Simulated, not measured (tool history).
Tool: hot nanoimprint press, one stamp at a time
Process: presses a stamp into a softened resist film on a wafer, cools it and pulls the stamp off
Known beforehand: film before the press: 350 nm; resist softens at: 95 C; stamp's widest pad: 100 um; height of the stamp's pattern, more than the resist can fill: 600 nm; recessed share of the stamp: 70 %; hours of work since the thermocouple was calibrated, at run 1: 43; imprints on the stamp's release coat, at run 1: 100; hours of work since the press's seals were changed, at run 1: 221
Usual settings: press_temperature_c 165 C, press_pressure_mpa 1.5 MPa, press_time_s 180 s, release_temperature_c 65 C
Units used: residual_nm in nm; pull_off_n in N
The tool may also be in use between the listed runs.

run   hour  press_temperature_c  press_pressure_mpa  press_time_s  release_temperature_c  hours of work since the thermocouple was calibrated  imprints on the stamp's release coat  hours of work since the press's seals were changed  residual_nm  pull_off_n
  1      0                  165                 1.5           180                     65                                                   43                                   100                                                 221        158.8       101.6
  2    5.8                  165                 1.5           180                     65                                                   46                                   112                                                 224        159.3        99.4
  3   10.1                  169                 1.5           180                     65                                                   49                                   121                                                 227        133.6       100.6
  4   19.7                  165                 1.5           180                     65                                                   55                                   141                                                 233          160        99.8
  5   24.5                  165                 1.5           180                     65                                                   58                                   150                                                 236          161       100.9
  6   29.8                  165                 1.5           180                     65                                                   61                                   161                                                 239        159.5       101.6
  7   35.8                  165                 1.5           180                     65                                                   65                                   173                                                 243        159.6       100.1
  8   45.5                  165                 1.5           180                     65                                                   71                                   193                                                 249        160.3         102
  9   53.7                  165                1.24           180                     65                                                   76                                   210                                                 254        176.1       102.4
 10   61.4                  165                 1.5           134                     65                                                   81                                   226                                                 259        176.3       101.4
 11   69.6                  165                 1.5           134                     65                                                   86                                   242                                                 264        178.4       102.3
 12   79.5                  165                 1.5           134                     65                                                   92                                   262                                                 270        178.2       102.1
 13   89.3                  165                1.23           134                     65                                                   98                                   282                                                 276        194.7       101.9
 14   95.7                  165                1.23           134                     65                                                  102                                   295                                                 280        194.4         103
 15  106.2                  158                 1.5           106                     65                                                  109                                   317                                                 287        250.3       102.3
 16  111.8                  158                 1.5           106                     65                                                  112                                   328                                                 290        250.9       104.4
 17  117.1                  163                 1.5           196                     69                                                  115                                   339                                                 294        170.5          95
 18  126.9                  165                2.25           234                     52                                                  121                                   359                                                 300        119.5       132.2
 19  135.2                  174                1.52           180                     65                                                  127                                   376                                                 305        107.4       103.5
 20  142.1                  166                 1.5           180                     65                                                  131                                   390                                                 309        154.8       104.2

Each row is a separate what-if for the run after 20, all from the same tool condition, not one after another. Results?
  A  149.8                  166                 1.5           279                     58                                                  136                                   406                                                 314            ?           ?
  B  149.8                  160                 1.5            91                     64                                                  136                                   406                                                 314            ?           ?
  C  149.8                  165                 1.5           316                     65                                                  136                                   406                                                 314            ?           ?

run  residual_nm  pull_off_n
  A        131.9         118
  B        242.2       105.9
  C        132.4       104.5
Take away the tool's hidden state, keep each run's random variation, and the runs would have read:
run  residual_nm  pull_off_n
  A        128.3       113.2
  B        237.6       101.4
  C        128.8         100
